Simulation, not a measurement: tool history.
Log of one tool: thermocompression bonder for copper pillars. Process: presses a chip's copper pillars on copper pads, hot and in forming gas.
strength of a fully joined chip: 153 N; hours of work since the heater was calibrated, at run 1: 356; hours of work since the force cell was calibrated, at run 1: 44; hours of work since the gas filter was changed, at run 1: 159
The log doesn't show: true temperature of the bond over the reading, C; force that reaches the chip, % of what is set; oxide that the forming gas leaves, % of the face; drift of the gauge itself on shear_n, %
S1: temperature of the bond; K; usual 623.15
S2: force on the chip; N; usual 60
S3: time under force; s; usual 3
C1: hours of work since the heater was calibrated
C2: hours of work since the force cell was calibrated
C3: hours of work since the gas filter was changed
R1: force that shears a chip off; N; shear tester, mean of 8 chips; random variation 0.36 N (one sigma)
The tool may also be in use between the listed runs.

run,day,S1,S2,S3,C1,C2,C3,R1
1,0.000,623.15,60,3,356,44,159,111.7
2,0.942,623.15,60,3,372,61,175,111.4
3,1.929,623.15,60,3,389,78,192,111.7
4,3.004,623.15,74,3,408,96,211,122.9
5,3.783,623.15,74,3,421,110,224,122.3
6,4.558,623.15,74,3,435,123,237,122.5
7,5.450,623.15,74,3,450,139,253,122.2
8,6.233,623.15,74,3,464,152,266,122.4
9,6.929,623.15,74,3,476,164,278,122.3
10,7.883,623.15,74,3,492,181,295,123.1
11,8.954,623.15,74,3,511,199,314,122.6
12,9.871,614.15,60,3,527,215,329,103.1
13,10.504,614.15,60,3,538,226,340,103.4
14,11.200,614.15,60,3,550,238,352,103.0
15,11.700,614.15,60,3,558,247,361,103.6
16,12.204,614.15,60,3,567,256,370,103.0
17,13.183,623.15,60,3,584,272,387,111.3
18,14.008,623.15,60,3,598,287,401,111.4
19,14.800,607.15,45,6,612,300,415,100.0
20,15.529,607.15,45,6,625,313,427,99.1
21,16.025,600.15,60,3,633,322,436,89.6
22,16.688,600.15,60,3,645,333,447,89.8
23,17.667,624.15,68,3,662,350,464,119.4
24,18.821,624.15,68,2,682,370,484,108.3
# day 19.208: forming gas filter changed
25,19.746,635.15,39,3,697,386,9,98.5
26,20.542,623.15,60,4,711,399,23,118.8
27,21.292,630.15,76,7,724,412,36,144.2
28,21.979,598.15,38,2,736,424,48,54.4
29,22.796,598.15,57,2,750,438,62,74.1
30,23.788,611.15,57,2,767,456,79,85.7
31,24.750,611.15,57,2,784,472,96,86.7
32,25.696,611.15,66,5,800,489,112,119.1
33,26.604,647.15,60,3,816,504,128,131.1
34,27.096,626.15,50,3,824,513,136,103.6
35,27.692,611.15,39,9,835,523,147,107.3

Hidden state at the last listed run before each entry between runs and at the first one after, where it differs:
Between runs 24 and 25: forming gas filter changed (day 19.208)
  oxide that the forming gas leaves, % of the face: 0.56 -> 0.5
